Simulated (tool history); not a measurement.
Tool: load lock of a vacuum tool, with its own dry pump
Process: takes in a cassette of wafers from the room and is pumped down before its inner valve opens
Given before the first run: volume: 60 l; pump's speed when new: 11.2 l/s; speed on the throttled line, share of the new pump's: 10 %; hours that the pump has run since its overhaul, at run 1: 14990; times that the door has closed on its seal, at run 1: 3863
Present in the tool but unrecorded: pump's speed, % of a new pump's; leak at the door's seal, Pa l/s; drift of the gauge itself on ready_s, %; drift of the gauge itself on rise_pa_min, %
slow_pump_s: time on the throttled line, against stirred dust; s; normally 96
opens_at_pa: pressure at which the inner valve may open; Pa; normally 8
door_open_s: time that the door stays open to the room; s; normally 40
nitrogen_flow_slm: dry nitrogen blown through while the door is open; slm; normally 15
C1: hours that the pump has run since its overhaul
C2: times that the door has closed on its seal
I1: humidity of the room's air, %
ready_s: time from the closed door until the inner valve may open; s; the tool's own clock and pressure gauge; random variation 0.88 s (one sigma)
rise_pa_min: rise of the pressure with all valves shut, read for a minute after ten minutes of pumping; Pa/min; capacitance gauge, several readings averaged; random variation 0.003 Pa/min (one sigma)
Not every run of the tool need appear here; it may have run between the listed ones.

{"run": 1, "hour": 0.0, "slow_pump_s": 96, "opens_at_pa": 8, "door_open_s": 40, "nitrogen_flow_slm": 15, "C1": 14990, "C2": 3863, "I1": 44.9, "ready_s": 143.5, "rise_pa_min": 0.024}
{"run": 2, "hour": 335.2, "slow_pump_s": 96, "opens_at_pa": 8, "door_open_s": 40, "nitrogen_flow_slm": 15, "C1": 15325, "C2": 4531, "I1": 43.4, "ready_s": 144.2, "rise_pa_min": 0.026}
{"run": 3, "hour": 655.4, "slow_pump_s": 96, "opens_at_pa": 8, "door_open_s": 127, "nitrogen_flow_slm": 15, "C1": 15646, "C2": 5169, "I1": 46.4, "ready_s": 143.3, "rise_pa_min": 0.033}
{"run": 4, "hour": 1067.5, "slow_pump_s": 96, "opens_at_pa": 8, "door_open_s": 127, "nitrogen_flow_slm": 15, "C1": 16058, "C2": 5989, "I1": 43.4, "ready_s": 144.7, "rise_pa_min": 0.036}
{"run": 5, "hour": 1277.3, "slow_pump_s": 96, "opens_at_pa": 8, "door_open_s": 127, "nitrogen_flow_slm": 15, "C1": 16267, "C2": 6407, "I1": 44.1, "ready_s": 144.7, "rise_pa_min": 0.034}
{"run": 6, "hour": 1555.0, "slow_pump_s": 96, "opens_at_pa": 8, "door_open_s": 127, "nitrogen_flow_slm": 15, "C1": 16545, "C2": 6960, "I1": 43, "ready_s": 145, "rise_pa_min": 0.038}
{"run": 7, "hour": 1751.3, "slow_pump_s": 96, "opens_at_pa": 8, "door_open_s": 90, "nitrogen_flow_slm": 15, "C1": 16741, "C2": 7351, "I1": 46.7, "ready_s": 144.5, "rise_pa_min": 0.04}
{"run": 8, "hour": 2193.5, "slow_pump_s": 96, "opens_at_pa": 8, "door_open_s": 90, "nitrogen_flow_slm": 15, "C1": 17184, "C2": 8232, "I1": 46.2, "ready_s": 144.7, "rise_pa_min": 0.046}
{"run": 9, "hour": 2526.9, "slow_pump_s": 96, "opens_at_pa": 8, "door_open_s": 90, "nitrogen_flow_slm": 15, "C1": 17517, "C2": 8896, "I1": 45.2, "ready_s": 145.1, "rise_pa_min": 0.042}
{"run": 10, "hour": 2731.1, "slow_pump_s": 96, "opens_at_pa": 8, "door_open_s": 90, "nitrogen_flow_slm": 15, "C1": 17721, "C2": 9302, "I1": 43.8, "ready_s": 144.3, "rise_pa_min": 0.05}
{"run": 11, "hour": 3052.4, "slow_pump_s": 96, "opens_at_pa": 8, "door_open_s": 90, "nitrogen_flow_slm": 15, "C1": 18042, "C2": 9942, "I1": 44.8, "ready_s": 144.8, "rise_pa_min": 0.053}
{"run": 12, "hour": 3401.3, "slow_pump_s": 96, "opens_at_pa": 8, "door_open_s": 90, "nitrogen_flow_slm": 15, "C1": 18391, "C2": 10637, "I1": 45.2, "ready_s": 147, "rise_pa_min": 0.059}
{"run": 13, "hour": 3711.0, "slow_pump_s": 96, "opens_at_pa": 8, "door_open_s": 90, "nitrogen_flow_slm": 15, "C1": 18701, "C2": 11254, "I1": 46.9, "ready_s": 147.5, "rise_pa_min": 0.056}
{"run": 14, "hour": 4006.0, "slow_pump_s": 81, "opens_at_pa": 8, "door_open_s": 90, "nitrogen_flow_slm": 15, "C1": 18996, "C2": 11841, "I1": 43.6, "ready_s": 133.4, "rise_pa_min": 0.069}
{"run": 15, "hour": 4198.9, "slow_pump_s": 81, "opens_at_pa": 8, "door_open_s": 90, "nitrogen_flow_slm": 15, "C1": 19189, "C2": 12225, "I1": 44.5, "ready_s": 133.6, "rise_pa_min": 0.063}

What will run 16 give?
{"run": 16, "hour": 4626.2, "slow_pump_s": 81, "opens_at_pa": 8, "door_open_s": 90, "nitrogen_flow_slm": 15, "C1": 19616, "C2": 13076, "I1": 40.2, "ready_s": "?", "rise_pa_min": "?"}

Run 16 came out at ready_s 133.3 s, rise_pa_min 0.063 Pa/min.
With no hidden state in the tool, this same run would have given ready_s 123.8 s, rise_pa_min 0.014 Pa/min.
